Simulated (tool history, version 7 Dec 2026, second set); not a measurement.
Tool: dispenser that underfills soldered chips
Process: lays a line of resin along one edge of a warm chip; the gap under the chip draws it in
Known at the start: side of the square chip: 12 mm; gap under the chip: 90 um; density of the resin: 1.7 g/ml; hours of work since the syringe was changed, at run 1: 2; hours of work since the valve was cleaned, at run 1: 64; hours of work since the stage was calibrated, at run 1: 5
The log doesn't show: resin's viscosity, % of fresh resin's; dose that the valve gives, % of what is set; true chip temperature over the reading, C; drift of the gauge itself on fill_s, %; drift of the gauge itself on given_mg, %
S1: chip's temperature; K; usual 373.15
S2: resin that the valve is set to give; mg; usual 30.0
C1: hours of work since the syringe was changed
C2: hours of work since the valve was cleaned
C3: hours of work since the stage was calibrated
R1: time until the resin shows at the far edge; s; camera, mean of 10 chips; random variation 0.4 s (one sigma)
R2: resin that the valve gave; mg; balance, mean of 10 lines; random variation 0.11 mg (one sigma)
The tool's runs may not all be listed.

run 1 hour=0.0 | S1=373.15 S2=30.0 | C1=2 C2=64 C3=5 | R1=33.1 R2=28.92
run 2 hour=4.8 | S1=373.15 S2=30.0 | C1=6 C2=68 C3=8 | R1=44.7 R2=28.77
run 3 hour=8.8 | S1=373.15 S2=30.0 | C1=9 C2=71 C3=11 | R1=56.8 R2=28.92
-- hour=9.8 new syringe of resin
run 4 hour=13.2 | S1=374.15 S2=30.0 | C1=3 C2=74 C3=15 | R1=32.1 R2=28.54
run 5 hour=16.5 | S1=374.15 S2=30.0 | C1=5 C2=76 C3=17 | R1=39.3 R2=28.67
run 6 hour=20.8 | S1=386.15 S2=33.2 | C1=8 C2=80 C3=20 | R1=32.0 R2=31.74
-- hour=22.9 new syringe of resin
run 7 hour=23.7 | S1=370.15 S2=32.3 | C1=1 C2=82 C3=22 | R1=32.4 R2=30.76
run 8 hour=25.9 | S1=378.15 S2=32.3 | C1=2 C2=83 C3=24 | R1=27.0 R2=30.97
run 9 hour=30.1 | S1=365.15 S2=38.9 | C1=6 C2=87 C3=27 | R1=56.9 R2=36.95
run 10 hour=34.9 | S1=373.15 S2=32.9 | C1=9 C2=90 C3=31 | R1=57.4 R2=31.19

Forecast each of these 3 alternatives for the next run:
-- hour=35.6 new syringe of resin
run A hour=39.9 | S1=363.15 S2=30.0 | C1=3 C2=94 C3=35 | R1=? R2=?
-- hour=35.6 new syringe of resin
run B hour=39.9 | S1=369.15 S2=30.0 | C1=3 C2=94 C3=35 | R1=? R2=?
-- hour=35.6 new syringe of resin
run C hour=39.9 | S1=358.15 S2=26.9 | C1=3 C2=94 C3=35 | R1=? R2=?

run=A R1=53.3 R2=28.58
run=B R1=42.0 R2=28.59
run=C R1=66.6 R2=25.45
Without the tool's hidden state the same runs would have given:
run=A R1=39.8 R2=30.11
run=B R1=31.4 R2=30.12
run=C R1=49.3 R2=26.81
